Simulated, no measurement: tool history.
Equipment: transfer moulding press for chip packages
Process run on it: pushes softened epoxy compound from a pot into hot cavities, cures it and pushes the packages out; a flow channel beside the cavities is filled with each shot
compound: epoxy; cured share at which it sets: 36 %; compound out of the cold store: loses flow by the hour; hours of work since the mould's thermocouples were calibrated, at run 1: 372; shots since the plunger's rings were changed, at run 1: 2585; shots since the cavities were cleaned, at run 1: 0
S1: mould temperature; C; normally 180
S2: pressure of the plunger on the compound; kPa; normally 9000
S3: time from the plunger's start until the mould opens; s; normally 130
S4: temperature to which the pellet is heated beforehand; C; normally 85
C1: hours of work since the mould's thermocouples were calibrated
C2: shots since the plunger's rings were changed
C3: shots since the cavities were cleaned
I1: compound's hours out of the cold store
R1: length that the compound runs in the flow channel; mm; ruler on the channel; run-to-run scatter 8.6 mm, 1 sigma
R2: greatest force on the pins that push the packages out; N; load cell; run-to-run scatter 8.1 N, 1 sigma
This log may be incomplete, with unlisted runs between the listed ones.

run 1 hour=0 | S1=180 S2=9000 S3=130 S4=85 | C1=372 C2=2585 C3=0 | I1=35.2 | R1=853 R2=341
run 2 hour=10.7 | S1=180 S2=9000 S3=130 S4=85 | C1=377 C2=2671 C3=86 | I1=20.2 | R1=936 R2=376
run 3 hour=28.4 | S1=180 S2=9000 S3=130 S4=85 | C1=386 C2=2812 C3=227 | I1=31.1 | R1=876 R2=415
run 4 hour=41.7 | S1=180 S2=9000 S3=130 S4=85 | C1=393 C2=2918 C3=333 | I1=33.6 | R1=833 R2=434
run 5 hour=54.6 | S1=180 S2=9000 S3=130 S4=85 | C1=400 C2=3021 C3=436 | I1=36 | R1=847 R2=453
run 6 hour=64.6 | S1=180 S2=9000 S3=130 S4=85 | C1=405 C2=3101 C3=516 | I1=12.1 | R1=968 R2=471
-- hour=73.1 cavities cleaned with cleaning compound and waxed
run 7 hour=88.2 | S1=180 S2=9000 S3=130 S4=85 | C1=416 C2=3277 C3=120 | I1=16.1 | R1=942 R2=390
run 8 hour=99.7 | S1=180 S2=9000 S3=130 S4=85 | C1=422 C2=3369 C3=212 | I1=25.9 | R1=895 R2=412
run 9 hour=116.2 | S1=180 S2=9000 S3=130 S4=85 | C1=431 C2=3501 C3=344 | I1=29 | R1=866 R2=425
run 10 hour=130.4 | S1=180 S2=9000 S3=130 S4=85 | C1=438 C2=3615 C3=458 | I1=13.1 | R1=955 R2=449
-- hour=146.3 cavities cleaned with cleaning compound and waxed
run 11 hour=153 | S1=180 S2=9000 S3=130 S4=85 | C1=449 C2=3782 C3=53 | I1=39.5 | R1=817 R2=344
run 12 hour=167.9 | S1=180 S2=9000 S3=130 S4=85 | C1=457 C2=3902 C3=173 | I1=23.4 | R1=883 R2=404
run 13 hour=180.5 | S1=180 S2=9000 S3=130 S4=85 | C1=463 C2=4002 C3=273 | I1=24.6 | R1=869 R2=419
run 14 hour=193.9 | S1=180 S2=9000 S3=130 S4=85 | C1=470 C2=4109 C3=380 | I1=21.4 | R1=891 R2=432

Predict the results of run 15:
run 15 hour=208.5 | S1=180 S2=9000 S3=168 S4=85 | C1=477 C2=4226 C3=497 | I1=23.6 | R1=? R2=?

{"run 15": {"R1": 884, "R2": 380}}
The same run, on a tool lacking any hidden state, would have yielded R1 973 mm, R2 281 N.
